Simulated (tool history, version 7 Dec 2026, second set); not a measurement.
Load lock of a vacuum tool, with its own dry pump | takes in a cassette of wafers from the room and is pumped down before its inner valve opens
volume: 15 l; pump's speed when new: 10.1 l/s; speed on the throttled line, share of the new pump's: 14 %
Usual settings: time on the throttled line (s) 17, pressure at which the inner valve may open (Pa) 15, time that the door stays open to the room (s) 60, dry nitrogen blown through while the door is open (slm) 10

run      day  time on the throttled line (s)  pressure at which the inner valve may open (Pa)  time that the door stays open to the room (s)  dry nitrogen blown through while the door is open (slm)  incoming humidity of the room's air, %  time from the closed door until the inner valve may open (s)  rise of the pressure with all valves shut (Pa/min)
  1        0                              17                                               15                                             60                                                       10                                    44.3                                                          31.1                                               0.052
  2    6.042                              17                                               15                                             60                                                       10                                    43.2                                                          30.6                                               0.044
  3   11.696                              17                                               15                                             60                                                       10                                    45.3                                                          31.3                                               0.051
  4   16.467                              17                                               15                                             60                                                       10                                    47.1                                                          31.1                                               0.049
  5   19.796                              17                                               15                                             60                                                       10                                    49.9                                                          30.8                                               0.056
      23.583  -- dry pump taken out, an overhauled one fitted
  6   24.538                              17                                               15                                             60                                                       10                                    47.3                                                          27.8                                               0.051
  7   28.121                              17                                               13                                             60                                                       10                                    44.6                                                          27.8                                               0.051
  8   33.554                              17                                               15                                             60                                                       10                                    43.3                                                          27.6                                               0.051
  9   37.454                              17                                               28                                             60                                                       10                                    46.5                                                          26.8                                               0.054
 10   40.346                              17                                               28                                             60                                                       10                                    42.8                                                          26.9                                               0.057
 11   45.862                              17                                               28                                             60                                                       10                                    46.5                                                          26.8                                               0.056
 12   50.342                              17                                               28                                             60                                                       10                                    46.4                                                          26.5                                               0.057
 13   56.575                              17                                               28                                             60                                                       10                                    39.4                                                          26.8                                               0.057
 14   61.317                              17                                               28                                             60                                                       10                                    45.1                                                          26.7                                               0.065
 15       67                              17                                               28                                             60                                                       10                                    45.9                                                          26.9                                               0.063
 16   71.071                              17                                               28                                             60                                                       10                                    46.8                                                          26.9                                               0.062
 17   75.842                              17                                               11                                             60                                                       10                                    45.5                                                          28.4                                               0.066
 18   78.717                              17                                               15                                             85                                                       10                                    41.8                                                          28.1                                               0.066
 19   84.617                              17                                               15                                             60                                                       10                                    43.9                                                          28.3                                               0.071
 20   87.542                              17                                               15                                             37                                                       14                                    44.8                                                          28.1                                               0.065
 21   92.267                              16                                               15                                             33                                                       14                                    43.5                                                          27.6                                               0.058
 22   96.504                              27                                               22                                            100                                                       20                                    46.7                                                          36.2                                                0.07
 23  102.442                              10                                               15                                             60                                                        5                                    47.4                                                          22.4                                               0.077
 24  107.633                              10                                               15                                             34                                                        5                                    45.7                                                          22.2                                               0.079
 25   113.85                              33                                               15                                             47                                                       10                                    43.7                                                            42                                               0.074
 26  120.058                               8                                               15                                             60                                                        5                                      47                                                          20.9                                               0.094
 27  125.283                               8                                               15                                             60                                                        5                                    46.3                                                          20.6                                               0.093
 28  128.433                              23                                               11                                            100                                                       29                                    44.7                                                          34.2                                               0.072
 29  133.467                              10                                               15                                             82                                                       10                                    43.6                                                          22.7                                               0.088
 30  137.038                              11                                               12                                             60                                                       10                                    43.1                                                          23.1                                               0.087
 31  140.088                              11                                               12                                            121                                                       10                                    47.2                                                          23.7                                                 0.1
 32  144.058                              14                                               25                                             60                                                       10                                    45.6                                                          25.1                                               0.089
 33  149.479                              29                                               25                                             60                                                       10                                    45.9                                                          37.9                                               0.091
 34    154.1                              16                                               11                                             37                                                        8                                    45.2                                                          28.3                                               0.093
 35  160.217                              14                                               23                                             84                                                       15                                    44.7                                                          25.4                                               0.092
 36  163.154                              14                                               15                                             84                                                       18                                    45.1                                                          25.7                                               0.089
 37  167.792                              15                                               11                                             27                                                       14                                    46.8                                                          27.1                                               0.086
 38  172.571                              17                                               15                                            111                                                        4                                    45.2                                                          28.4                                               0.122

Some steps in time from the closed door until the inner valve may open (s) between neighbouring runs. How much of each would the tool show without its hidden state too (settings, what came in, random variation), and how much is left for the hidden state, with any gauge scatter that isn't in both results?
The hidden state here: pump's speed, % of a new pump's; leak at the door's seal, Pa l/s; drift of the gauge itself on ready_s, %; drift of the gauge itself on rise_pa_min, %.
Run 4 -> 5: no setting changed, nothing entered. time from the closed door until the inner valve may open (s) -0.3: hidden state +0.2, all else -0.5.
Run 5 -> 6: dry pump taken out, an overhauled one fitted. time from the closed door until the inner valve may open (s) -3: hidden state -3.1, all else +0.1.
Run 22 -> 23: time on the throttled line (s) 27 -> 10, pressure at which the inner valve may open (Pa) 22 -> 15, time that the door stays open to the room (s) 100 -> 60, dry nitrogen blown through while the door is open (slm) 20 -> 5. time from the closed door until the inner valve may open (s) -13.8: hidden state +0.1, all else -13.9.
Run 24 -> 25: time on the throttled line (s) 10 -> 33, time that the door stays open to the room (s) 34 -> 47, dry nitrogen blown through while the door is open (slm) 5 -> 10. time from the closed door until the inner valve may open (s) +19.8: hidden state -0.1, all else +19.9.
Run 25 -> 26: time on the throttled line (s) 33 -> 8, time that the door stays open to the room (s) 47 -> 60, dry nitrogen blown through while the door is open (slm) 10 -> 5. time from the closed door until the inner valve may open (s) -21.1: hidden state +0.2, all else -21.3.
Run 33 -> 34: time on the throttled line (s) 29 -> 16, pressure at which the inner valve may open (Pa) 25 -> 11, time that the door stays open to the room (s) 60 -> 37, dry nitrogen blown through while the door is open (slm) 10 -> 8. time from the closed door until the inner valve may open (s) -9.6: hidden state +0.3, all else -9.9.
